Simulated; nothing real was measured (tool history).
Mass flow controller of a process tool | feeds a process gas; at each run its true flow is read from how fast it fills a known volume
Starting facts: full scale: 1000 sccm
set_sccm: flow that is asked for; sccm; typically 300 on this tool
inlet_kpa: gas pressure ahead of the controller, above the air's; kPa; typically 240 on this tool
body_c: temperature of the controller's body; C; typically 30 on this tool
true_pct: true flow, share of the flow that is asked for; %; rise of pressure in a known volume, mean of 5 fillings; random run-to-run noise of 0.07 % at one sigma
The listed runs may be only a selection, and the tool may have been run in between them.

{"run": 1, "hour": 0.0, "set_sccm": 300, "inlet_kpa": 240, "body_c": 30, "true_pct": 97.87}
{"run": 2, "hour": 53.2, "set_sccm": 383, "inlet_kpa": 240, "body_c": 30, "true_pct": 98.08}
{"run": 3, "hour": 136.9, "set_sccm": 684, "inlet_kpa": 240, "body_c": 30, "true_pct": 98.89}
{"run": 4, "hour": 198.6, "set_sccm": 684, "inlet_kpa": 240, "body_c": 30, "true_pct": 98.84}
{"run": 5, "hour": 260.0, "set_sccm": 684, "inlet_kpa": 240, "body_c": 30, "true_pct": 98.92}
{"run": 6, "hour": 373.4, "set_sccm": 684, "inlet_kpa": 240, "body_c": 30, "true_pct": 98.98}
{"run": 7, "hour": 472.0, "set_sccm": 684, "inlet_kpa": 240, "body_c": 21, "true_pct": 99.75}
{"run": 8, "hour": 589.0, "set_sccm": 684, "inlet_kpa": 240, "body_c": 21, "true_pct": 99.97}
{"run": 9, "hour": 694.9, "set_sccm": 667, "inlet_kpa": 240, "body_c": 30, "true_pct": 98.92}
{"run": 10, "hour": 779.4, "set_sccm": 300, "inlet_kpa": 240, "body_c": 30, "true_pct": 98.12}
{"run": 11, "hour": 896.8, "set_sccm": 300, "inlet_kpa": 240, "body_c": 30, "true_pct": 98.15}
{"run": 12, "hour": 1012.2, "set_sccm": 300, "inlet_kpa": 240, "body_c": 30, "true_pct": 98.07}
{"run": 13, "hour": 1064.9, "set_sccm": 300, "inlet_kpa": 240, "body_c": 30, "true_pct": 98}
{"run": 14, "hour": 1150.5, "set_sccm": 300, "inlet_kpa": 240, "body_c": 29, "true_pct": 98.16}
{"run": 15, "hour": 1222.0, "set_sccm": 300, "inlet_kpa": 240, "body_c": 29, "true_pct": 98.25}
{"run": 16, "hour": 1293.6, "set_sccm": 300, "inlet_kpa": 240, "body_c": 29, "true_pct": 98.31}
{"run": 17, "hour": 1385.6, "set_sccm": 300, "inlet_kpa": 240, "body_c": 30, "true_pct": 98.09}
{"run": 18, "hour": 1465.6, "set_sccm": 300, "inlet_kpa": 240, "body_c": 30, "true_pct": 98.18}
{"run": 19, "hour": 1534.3, "set_sccm": 300, "inlet_kpa": 240, "body_c": 30, "true_pct": 98.16}
{"run": 20, "hour": 1646.9, "set_sccm": 300, "inlet_kpa": 156, "body_c": 30, "true_pct": 98.35}
{"run": 21, "hour": 1737.4, "set_sccm": 300, "inlet_kpa": 156, "body_c": 30, "true_pct": 98.52}
{"run": 22, "hour": 1833.3, "set_sccm": 300, "inlet_kpa": 156, "body_c": 40, "true_pct": 97.44}
{"run": 23, "hour": 1891.6, "set_sccm": 300, "inlet_kpa": 240, "body_c": 24, "true_pct": 98.91}
{"run": 24, "hour": 1957.8, "set_sccm": 300, "inlet_kpa": 240, "body_c": 24, "true_pct": 98.98}
{"run": 25, "hour": 2011.1, "set_sccm": 300, "inlet_kpa": 240, "body_c": 24, "true_pct": 98.97}
{"run": 26, "hour": 2090.6, "set_sccm": 300, "inlet_kpa": 240, "body_c": 24, "true_pct": 98.88}
{"run": 27, "hour": 2150.2, "set_sccm": 242, "inlet_kpa": 205, "body_c": 28, "true_pct": 98.51}
{"run": 28, "hour": 2248.2, "set_sccm": 427, "inlet_kpa": 220, "body_c": 36, "true_pct": 98.01}
{"run": 29, "hour": 2302.9, "set_sccm": 377, "inlet_kpa": 146, "body_c": 33, "true_pct": 98.42}
{"run": 30, "hour": 2370.9, "set_sccm": 418, "inlet_kpa": 231, "body_c": 27, "true_pct": 98.82}
{"run": 31, "hour": 2460.5, "set_sccm": 973, "inlet_kpa": 240, "body_c": 30, "true_pct": 100.01}
{"run": 32, "hour": 2578.8, "set_sccm": 973, "inlet_kpa": 240, "body_c": 30, "true_pct": 100.02}
{"run": 33, "hour": 2686.0, "set_sccm": 973, "inlet_kpa": 240, "body_c": 30, "true_pct": 99.88}
{"run": 34, "hour": 2756.8, "set_sccm": 523, "inlet_kpa": 240, "body_c": 35, "true_pct": 98.23}
{"run": 35, "hour": 2820.3, "set_sccm": 709, "inlet_kpa": 149, "body_c": 35, "true_pct": 98.89}
{"run": 36, "hour": 2923.7, "set_sccm": 736, "inlet_kpa": 253, "body_c": 32, "true_pct": 99.05}
{"run": 37, "hour": 3018.8, "set_sccm": 736, "inlet_kpa": 253, "body_c": 32, "true_pct": 99.04}
{"run": 38, "hour": 3103.0, "set_sccm": 515, "inlet_kpa": 240, "body_c": 21, "true_pct": 99.91}
{"run": 39, "hour": 3176.5, "set_sccm": 114, "inlet_kpa": 244, "body_c": 30, "true_pct": 98.8}
{"run": 40, "hour": 3291.4, "set_sccm": 122, "inlet_kpa": 210, "body_c": 30, "true_pct": 98.99}
{"run": 41, "hour": 3339.5, "set_sccm": 380, "inlet_kpa": 175, "body_c": 35, "true_pct": 98.31}
{"run": 42, "hour": 3442.2, "set_sccm": 380, "inlet_kpa": 175, "body_c": 35, "true_pct": 98.21}
{"run": 43, "hour": 3491.2, "set_sccm": 839, "inlet_kpa": 153, "body_c": 30, "true_pct": 99.93}

3 options for the next run, each taken on its own from the tool as it stands now. Forecast them:
{"run": "A", "hour": 3582.8, "set_sccm": 733, "inlet_kpa": 240, "body_c": 30, "true_pct": "?"}
{"run": "B", "hour": 3582.8, "set_sccm": 536, "inlet_kpa": 146, "body_c": 21, "true_pct": "?"}
{"run": "C", "hour": 3582.8, "set_sccm": 219, "inlet_kpa": 259, "body_c": 31, "true_pct": "?"}

run=A true_pct=99.35
run=B true_pct=100.21
run=C true_pct=98.42
Had the tool no hidden state, the same runs would have come out as:
run=A true_pct=98.57
run=B true_pct=99.33
run=C true_pct=97.03
